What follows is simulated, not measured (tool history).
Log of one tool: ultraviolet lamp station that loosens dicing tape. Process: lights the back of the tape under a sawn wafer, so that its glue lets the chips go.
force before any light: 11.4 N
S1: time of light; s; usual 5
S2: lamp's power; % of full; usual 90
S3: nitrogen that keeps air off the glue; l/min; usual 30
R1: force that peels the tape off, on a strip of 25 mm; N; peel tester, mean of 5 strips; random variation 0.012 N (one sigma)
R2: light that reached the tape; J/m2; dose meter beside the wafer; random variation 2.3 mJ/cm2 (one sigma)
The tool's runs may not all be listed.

run	hour	S1	S2	S3	R1	R2
1	0	5	90	30	1.318	1570
2	41.1	5	90	30	1.354	1540
3	84.9	5	90	30	1.392	1510
4	131.8	5	90	30	1.363	1510
# hour 156.1: lamp changed
5	170.1	5	90	30	0.717	1990
# hour 215.5: window cleaned of glue's vapour
6	226.9	5	90	30	0.555	2290
7	296.6	5	90	30	0.56	2260
8	354.9	5	85	30	0.664	2110
9	413.9	5	83	30	0.763	2000
10	478	5	83	30	0.792	1940
11	549.7	5	83	30	0.808	1990
12	605.5	5	83	30	0.871	1940
13	672.4	5	83	30	0.894	1870
14	744.9	5	90	30	0.729	2010
15	789.7	5	90	30	0.769	1990
16	831.1	5	90	18	1.161	1970
17	909.5	5	90	18	1.207	1920
18	988.9	5	90	18	1.244	1900
19	1027.8	5	90	17	1.334	1850
20	1066.2	5	90	17	1.396	1840
21	1130.4	5	90	30	0.942	1850
22	1181.7	5	90	30	0.968	1790
23	1244	2	95	16	4.828	690
24	1323.4	3	66	17	4.746	730
25	1399.1	5	90	23	1.412	1660
26	1464.5	2	90	57	3.794	700
# hour 1471.8: window cleaned of glue's vapour
27	1525.8	9	74	57	0.233	2740
28	1563.3	8	71	17	0.807	2330
29	1628.2	2	99	30	3.693	770
30	1703.4	5	70	21	1.973	1380
31	1771.9	5	70	21	2.096	1360
32	1808.7	3	93	44	2.152	1060
33	1888.6	6	76	12	1.938	1670
34	1922.7	9	66	46	0.464	2170
35	1974.8	10	66	46	0.364	2400
# hour 2022.3: lamp changed
36	2034	6	68	13	1.427	1920
37	2100.4	8	72	30	0.367	2720
38	2155.5	8	86	17	0.386	3230
39	2209.5	6	90	28	0.489	2470
40	2279.1	6	90	28	0.497	2500
41	2336.8	5	71	30	1.28	1610
42	2385.2	5	71	30	1.332	1530
43	2423	10	80	54	0.189	3440

The same runs without the tool's hidden state, with the same run-to-run variation:
The hidden state here: lamp's light, % of a new lamp's; light that the window lets through, % of a clean one's; drift of the gauge itself on peel_n, %; drift of the gauge itself on dose_mj_cm2, %.
run	R1	R2
1	0.536	2340
2	0.535	2320
3	0.528	2320
4	0.505	2340
5	0.514	2290
6	0.532	2330
7	0.515	2340
8	0.589	2220
9	0.655	2140
10	0.654	2110
11	0.636	2190
12	0.667	2170
13	0.656	2130
14	0.508	2330
15	0.522	2340
16	0.791	2340
17	0.791	2330
18	0.776	2350
19	0.824	2320
20	0.842	2330
21	0.516	2380
22	0.513	2340
23	3.657	930
24	3.459	1000
25	0.681	2320
26	2.409	970
27	0.169	3430
28	0.464	2950
29	2.685	1000
30	1.185	1820
31	1.215	1820
32	1.229	1440
33	1.031	2330
34	0.225	3040
35	0.192	3430
36	1.224	2080
37	0.298	2990
38	0.3	3590
39	0.367	2790
40	0.355	2860
41	0.923	1870
42	0.94	1810
43	0.169	4100

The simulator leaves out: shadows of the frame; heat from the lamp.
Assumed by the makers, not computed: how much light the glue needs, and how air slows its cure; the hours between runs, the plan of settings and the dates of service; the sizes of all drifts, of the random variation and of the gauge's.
